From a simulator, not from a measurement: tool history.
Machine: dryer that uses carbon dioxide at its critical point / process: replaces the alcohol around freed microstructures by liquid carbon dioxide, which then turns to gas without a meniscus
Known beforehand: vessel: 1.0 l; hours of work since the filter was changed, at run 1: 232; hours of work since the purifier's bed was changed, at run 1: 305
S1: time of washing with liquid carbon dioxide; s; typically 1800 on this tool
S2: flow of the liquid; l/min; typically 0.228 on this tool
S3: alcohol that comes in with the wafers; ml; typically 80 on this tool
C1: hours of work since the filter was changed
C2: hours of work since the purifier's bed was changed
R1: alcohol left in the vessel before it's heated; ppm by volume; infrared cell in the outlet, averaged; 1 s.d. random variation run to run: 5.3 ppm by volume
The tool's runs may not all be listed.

run,day,S1,S2,S3,C1,C2,R1
1,0.000,1800,0.228,80,232,305,286
# day 0.267: inlet filter changed
2,0.746,1800,0.228,80,5,312,143
3,1.542,1800,0.228,80,14,321,140
4,2.096,2520,0.228,80,20,326,32
5,2.688,2520,0.228,80,26,333,36
6,3.558,1800,0.208,80,35,342,257
7,4.383,2040,0.208,80,44,351,132
8,4.912,2040,0.208,80,50,356,142
9,5.275,2040,0.208,80,53,360,133
10,5.667,2040,0.208,80,58,364,138
11,6.467,1800,0.236,80,66,373,139
12,7.292,1800,0.228,80,75,382,162
13,7.821,1800,0.228,80,80,387,165
14,8.200,1260,0.173,23,85,391,895
15,8.825,1260,0.173,23,91,398,872
16,9.612,1800,0.258,80,100,406,100
17,10.083,1800,0.258,80,105,412,90
18,10.921,1380,0.364,29,114,420,40
19,11.617,1860,0.364,29,121,428,33
20,12.112,1860,0.364,29,126,433,33
21,12.975,2760,0.227,58,135,442,39
22,13.408,2220,0.214,61,140,447,89
23,13.983,2880,0.264,119,146,453,32

Alternative continuations, all from the tool just after run 23; predict every row:
A,14.342,1200,0.302,90,150,457,?
B,14.342,2880,0.264,82,150,457,?
C,14.342,2880,0.205,46,150,457,?
D,14.342,1620,0.276,99,150,457,?
E,14.342,1260,0.143,50,150,457,?

run,R1
A,440
B,28
C,52
D,156
E,3708
Without the tool's hidden state the same runs would have given:
run,R1
A,249
B,0
C,17
D,70
E,2885

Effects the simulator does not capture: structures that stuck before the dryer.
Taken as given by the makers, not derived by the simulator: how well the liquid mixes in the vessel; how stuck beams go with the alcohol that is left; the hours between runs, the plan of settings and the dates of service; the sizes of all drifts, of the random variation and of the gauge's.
